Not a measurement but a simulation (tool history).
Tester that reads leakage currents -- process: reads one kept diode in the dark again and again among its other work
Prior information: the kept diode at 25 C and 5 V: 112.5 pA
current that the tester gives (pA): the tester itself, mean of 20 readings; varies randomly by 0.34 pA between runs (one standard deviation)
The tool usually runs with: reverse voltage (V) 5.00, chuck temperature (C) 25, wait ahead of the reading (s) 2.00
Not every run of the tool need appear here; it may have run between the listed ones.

run,hour,reverse voltage (V),chuck temperature (C),wait ahead of the reading (s),current that the tester gives (pA)
1,0.0,5.00,25,2.00,113.47
2,60.2,5.00,36,2.00,255.96
3,116.0,5.00,21,2.00,82.96
# hour 151.9: probe card cleaned and baked
4,162.0,5.00,21,2.00,83.36
5,221.9,5.00,21,2.00,83.16
6,258.0,5.00,21,2.00,82.94
7,323.5,5.00,21,2.00,82.83
8,356.2,5.00,21,2.00,83.30
9,384.3,5.00,21,2.00,82.93
10,440.2,5.00,21,2.00,82.92
11,488.7,5.00,21,2.00,83.10
12,554.0,5.00,21,2.00,83.41
13,614.3,5.00,21,2.00,83.04
14,656.5,5.00,25,2.00,113.05
15,687.4,5.00,25,2.00,113.01
16,753.3,5.00,25,2.00,113.97
17,795.6,5.00,25,2.00,113.66
18,851.9,5.00,25,2.00,114.29
19,895.4,5.00,25,2.00,113.17
20,942.3,5.00,25,2.00,113.39
21,991.1,5.00,25,2.00,112.73
22,1044.0,6.95,25,2.00,134.85
23,1077.2,6.95,25,2.00,134.68
24,1131.9,7.28,25,4.23,137.38
25,1188.6,7.28,27,3.21,160.17
26,1220.7,1.94,38,0.48,182.06
27,1259.9,5.00,43,2.00,417.36
28,1302.9,5.00,43,2.00,419.37
29,1339.8,5.00,43,2.00,417.26
30,1399.2,6.83,21,6.84,96.90
31,1453.5,6.83,21,6.84,97.58
32,1520.0,5.00,23,0.70,98.47
33,1583.9,19.45,34,4.55,446.73
34,1641.4,1.40,24,3.07,54.20
35,1675.7,1.40,24,3.07,54.11
36,1732.4,5.00,30,2.00,165.13
37,1764.0,5.00,50,3.78,671.92
38,1794.7,5.00,50,3.78,673.25
39,1832.9,3.37,25,0.60,94.02

What will run 40 give?
40,1890.3,12.45,20,8.85,?

Run 40 gave current that the tester gives (pA) 123.20.
The same run, on a tool lacking any hidden state, would have yielded current that the tester gives (pA) 122.98.

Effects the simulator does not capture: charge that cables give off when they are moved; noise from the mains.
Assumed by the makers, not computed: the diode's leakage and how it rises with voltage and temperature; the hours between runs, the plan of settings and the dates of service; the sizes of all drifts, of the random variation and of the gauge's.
